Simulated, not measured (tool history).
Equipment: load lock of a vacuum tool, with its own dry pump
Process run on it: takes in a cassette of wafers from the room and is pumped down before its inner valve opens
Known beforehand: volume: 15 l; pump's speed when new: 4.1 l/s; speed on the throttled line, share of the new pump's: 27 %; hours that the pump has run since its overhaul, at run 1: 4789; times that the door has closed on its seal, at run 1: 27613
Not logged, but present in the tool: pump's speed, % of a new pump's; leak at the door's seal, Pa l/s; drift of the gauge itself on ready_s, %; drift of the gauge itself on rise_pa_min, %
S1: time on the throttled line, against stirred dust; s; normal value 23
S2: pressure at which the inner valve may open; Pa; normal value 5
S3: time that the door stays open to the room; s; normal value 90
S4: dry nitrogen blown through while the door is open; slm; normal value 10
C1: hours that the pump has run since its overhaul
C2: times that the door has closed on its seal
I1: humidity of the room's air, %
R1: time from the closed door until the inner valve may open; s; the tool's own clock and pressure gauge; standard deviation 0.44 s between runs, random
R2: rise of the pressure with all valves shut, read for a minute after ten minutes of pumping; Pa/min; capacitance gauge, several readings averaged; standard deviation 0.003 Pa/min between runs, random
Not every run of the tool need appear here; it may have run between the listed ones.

| run | hour | S1 | S2 | S3 | S4 | C1 | C2 | I1 | R1 | R2 |
|---|---|---|---|---|---|---|---|---|---|---|
| 1 | 0 | 23 | 5 | 90 | 10 | 4789 | 27613 | 46.1 | 54.6 | 0.295 |
| 2 | 113.8 | 23 | 5 | 90 | 10 | 4902 | 28024 | 46.9 | 54.7 | 0.305 |
| 3 | 206.9 | 23 | 5 | 172 | 10 | 4995 | 28360 | 47.4 | 54.4 | 0.332 |
| 4 | 299.7 | 33 | 5 | 90 | 10 | 5088 | 28695 | 45.7 | 62.1 | 0.313 |
| 5 | 440.1 | 23 | 5 | 90 | 10 | 5229 | 29203 | 45.3 | 54.2 | 0.326 |
| 6 | 556.6 | 23 | 5 | 90 | 10 | 5345 | 29624 | 45 | 54.3 | 0.327 |
| 7 | 644.9 | 23 | 5 | 90 | 10 | 5433 | 29943 | 43.9 | 53.9 | 0.325 |
| 8 | 763.4 | 14 | 5 | 90 | 10 | 5552 | 30371 | 42.3 | 47.8 | 0.326 |
| 9 | 868.4 | 14 | 5 | 90 | 10 | 5657 | 30750 | 45.9 | 48.3 | 0.346 |
| 10 | 981.7 | 14 | 5 | 90 | 10 | 5770 | 31160 | 42.5 | 47.9 | 0.345 |
| 11 | 1086.2 | 30 | 5 | 90 | 10 | 5875 | 31537 | 46.2 | 59.2 | 0.351 |
| 12 | 1171.9 | 30 | 5 | 90 | 10 | 5960 | 31847 | 44.8 | 59.6 | 0.36 |
| 13 | 1348.1 | 23 | 5 | 28 | 10 | 6137 | 32484 | 44.3 | 55.4 | 0.353 |
| 14 | 1438.9 | 23 | 5 | 28 | 10 | 6227 | 32812 | 43.2 | 54.1 | 0.357 |
| 15 | 1517.4 | 23 | 5 | 28 | 25 | 6306 | 33095 | 46.6 | 54.9 | 0.351 |
| 16 | 1672.5 | 23 | 4 | 90 | 10 | 6461 | 33656 | 43 | 56.3 | 0.389 |
| 17 | 1823 | 23 | 4 | 90 | 10 | 6612 | 34199 | 42.4 | 55.3 | 0.395 |
| 18 | 1938.8 | 23 | 4 | 90 | 10 | 6727 | 34618 | 46.3 | 55.2 | 0.404 |
| 19 | 2103.1 | 23 | 8 | 48 | 10 | 6892 | 35212 | 43 | 53.5 | 0.402 |
| 20 | 2280.2 | 15 | 7 | 185 | 10 | 7069 | 35851 | 46.5 | 47 | 0.447 |
| 21 | 2365.3 | 15 | 7 | 108 | 29 | 7154 | 36159 | 43.5 | 48.8 | 0.415 |
| 22 | 2493.8 | 15 | 7 | 108 | 29 | 7282 | 36623 | 45.2 | 47.8 | 0.435 |
| 23 | 2607.3 | 15 | 7 | 108 | 29 | 7396 | 37033 | 44 | 47.7 | 0.426 |
| 24 | 2741.4 | 46 | 8 | 90 | 10 | 7530 | 37518 | 46.7 | 69.9 | 0.459 |
| 25 | 2830.7 | 23 | 5 | 27 | 10 | 7619 | 37841 | 47.2 | 55.3 | 0.441 |
| 26 | 2928.6 | 35 | 5 | 27 | 10 | 7717 | 38194 | 44 | 63.6 | 0.449 |
| 27 | 3066.3 | 35 | 5 | 26 | 10 | 7855 | 38692 | 45.2 | 63.8 | 0.456 |
| 28 | 3207.4 | 35 | 5 | 26 | 10 | 7996 | 39202 | 44.8 | 62.7 | 0.469 |
| 29 | 3289.2 | 13 | 9 | 26 | 6 | 8078 | 39497 | 45.9 | 46 | 0.48 |
| 30 | 3443.1 | 13 | 9 | 26 | 6 | 8232 | 40053 | 48.9 | 45.7 | 0.487 |
| 31 | 3553.6 | 45 | 8 | 26 | 6 | 8342 | 40453 | 47.9 | 68.8 | 0.492 |
| 32 | 3631.7 | 23 | 6 | 207 | 10 | 8420 | 40735 | 42.3 | 54.2 | 0.546 |
| 33 | 3707.2 | 23 | 5 | 90 | 26 | 8496 | 41008 | 46.4 | 55.4 | 0.513 |
| 34 | 3844.7 | 23 | 5 | 90 | 26 | 8633 | 41504 | 42.6 | 55.2 | 0.526 |
| 35 | 3952.7 | 23 | 5 | 90 | 26 | 8741 | 41895 | 44.7 | 55.1 | 0.533 |
| 36 | 4058.2 | 14 | 5 | 34 | 6 | 8847 | 42276 | 48.1 | 48.7 | 0.545 |

4 options for the next run, each taken on its own from the tool as it stands now. Forecast them:
| A | 4214.3 | 14 | 4 | 34 | 6 | 9003 | 42840 | 42.2 | ? | ? |
| B | 4214.3 | 14 | 10 | 90 | 7 | 9003 | 42840 | 42.8 | ? | ? |
| C | 4214.3 | 27 | 5 | 90 | 34 | 9003 | 42840 | 42 | ? | ? |
| D | 4214.3 | 14 | 8 | 123 | 30 | 9003 | 42840 | 44.8 | ? | ? |

| run | R1 | R2 |
|---|---|---|
| A | 49.8 | 0.539 |
| B | 45.8 | 0.577 |
| C | 57.5 | 0.544 |
| D | 47.3 | 0.55 |
Take away the tool's hidden state, keep each run's random variation, and the runs would have read:
| run | R1 | R2 |
|---|---|---|
| A | 47.5 | 0.022 |
| B | 43.8 | 0.046 |
| C | 55.5 | 0.021 |
| D | 45.2 | 0.027 |

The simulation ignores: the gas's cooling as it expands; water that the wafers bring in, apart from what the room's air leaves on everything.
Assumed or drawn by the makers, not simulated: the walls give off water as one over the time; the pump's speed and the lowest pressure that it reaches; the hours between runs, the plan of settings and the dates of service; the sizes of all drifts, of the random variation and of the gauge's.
